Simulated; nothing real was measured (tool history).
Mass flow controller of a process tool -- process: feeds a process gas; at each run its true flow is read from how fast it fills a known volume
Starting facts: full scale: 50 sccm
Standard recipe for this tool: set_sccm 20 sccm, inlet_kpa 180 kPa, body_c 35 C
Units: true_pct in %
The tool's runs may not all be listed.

run,hour,set_sccm,inlet_kpa,body_c,true_pct
1,0.0,20,180,35,98.11
2,118.0,20,180,35,98.07
3,292.0,20,180,28,98.63
4,497.6,20,180,35,98.10
5,724.3,20,180,35,98.13
6,917.5,20,180,35,98.10
7,1066.9,20,180,35,98.08
8,1211.7,48,165,30,99.82
9,1406.5,48,165,30,99.70
10,1521.8,20,165,25,98.97
11,1755.2,10,245,23,98.11
12,1956.1,10,245,23,98.11

Alternative continuations, all from the tool just after run 12; predict every row:
A,2109.2,20,180,21,?
B,2109.2,31,245,40,?
C,2109.2,8,220,21,?

run,true_pct
A,99.14
B,97.71
C,98.44
Without the tool's hidden state the same runs would have given:
run,true_pct
A,99.13
B,97.70
C,98.42
